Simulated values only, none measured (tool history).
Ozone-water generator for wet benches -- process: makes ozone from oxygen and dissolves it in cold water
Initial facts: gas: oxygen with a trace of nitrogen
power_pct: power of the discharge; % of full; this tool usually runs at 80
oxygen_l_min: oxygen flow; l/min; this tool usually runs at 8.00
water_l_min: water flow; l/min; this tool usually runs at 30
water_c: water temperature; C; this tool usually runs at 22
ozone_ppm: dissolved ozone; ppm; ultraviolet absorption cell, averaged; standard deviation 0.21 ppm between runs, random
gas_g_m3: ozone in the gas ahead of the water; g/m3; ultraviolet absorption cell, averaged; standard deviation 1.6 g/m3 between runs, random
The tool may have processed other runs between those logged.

run	hour	power_pct	oxygen_l_min	water_l_min	water_c	ozone_ppm	gas_g_m3
1	0.0	80	8.00	30	22	24.4	253.9
2	171.1	80	8.00	30	22	23.9	249.2
3	328.3	80	8.00	30	22	24.1	250.2
4	431.1	40	8.00	30	22	16.7	176.2
5	553.8	40	8.00	19	22	23.5	176.4
6	736.4	40	8.00	26	22	18.9	176.3
7	906.4	81	8.00	30	22	23.3	249.0
8	1062.7	81	8.00	30	22	23.1	248.8
9	1240.9	81	8.00	30	22	23.0	243.4
10	1358.0	81	8.00	30	22	22.9	242.9
11	1498.7	80	11.97	30	22	21.0	185.7
12	1614.8	80	4.30	30	22	22.8	356.0
13	1762.8	80	8.00	30	22	22.3	238.7
14	1854.7	80	8.00	30	22	22.0	236.0
15	1965.2	80	8.00	30	22	22.1	234.7
16	2073.3	80	8.00	30	22	28.1	304.9
17	2168.5	53	7.01	25	23	25.2	257.1
18	2335.7	42	7.01	25	18	26.3	224.1
19	2423.2	42	7.01	25	18	26.6	225.1
20	2608.7	42	8.00	30	16	23.0	203.4
21	2691.7	42	8.00	30	16	22.9	206.7
22	2868.5	80	13.27	42	22	21.9	215.4
23	2962.8	80	6.27	42	22	22.8	343.5
24	3120.0	76	12.03	35	22	24.2	220.2
25	3240.9	48	12.20	35	23	18.1	167.5
26	3343.0	48	12.20	35	23	18.0	167.3
27	3522.9	48	12.20	35	23	18.0	165.8
28	3607.6	54	8.00	37	22	19.5	234.4
29	3715.5	81	8.00	36	16	27.5	294.2
30	3887.7	81	8.00	36	16	27.3	291.8
31	4058.2	80	8.00	36	20	25.5	286.5
32	4167.4	80	8.00	20	28	34.1	284.6

Not shown: 3 entries that the log had between the listed runs. Between which runs, and how does the tool's hidden state differ before and after?
In the gap between runs 7 and 8: water thermometer calibrated (hour 1054.1)
  yield of the discharge, % of new electrodes': 82.1 -> 81.7; contactor's efficiency, % of a clean one's: 83.6 -> 83; true water temperature over the reading, C: 0.61 -> -0.05
  what was measured, less what the result would be without the hidden state, ozone_ppm: -8.5 -> -8.3 ppm; gas_g_m3: -58.9 -> -60.6 g/m3
In the gap between runs 15 and 16: electrodes of the discharge changed (hour 2040.9)
  yield of the discharge, % of new electrodes': 79.3 -> 100.5; contactor's efficiency, % of a clean one's: 79.9 -> 79.5; true water temperature over the reading, C: 0.07 -> 0.08
  what was measured, less what the result would be without the hidden state, ozone_ppm: -9.5 -> -3.2 ppm; gas_g_m3: -65.9 -> +1.8 g/m3
In the gap between runs 17 and 18: contactor cleaned (hour 2304.4)
  yield of the discharge, % of new electrodes': 100.3 -> 99.9; contactor's efficiency, % of a clean one's: 79.2 -> 99.1; true water temperature over the reading, C: 0.09 -> 0.11
  what was measured, less what the result would be without the hidden state, ozone_ppm: -2.8 -> -0.1 ppm; gas_g_m3: +0.6 -> -0.2 g/m3
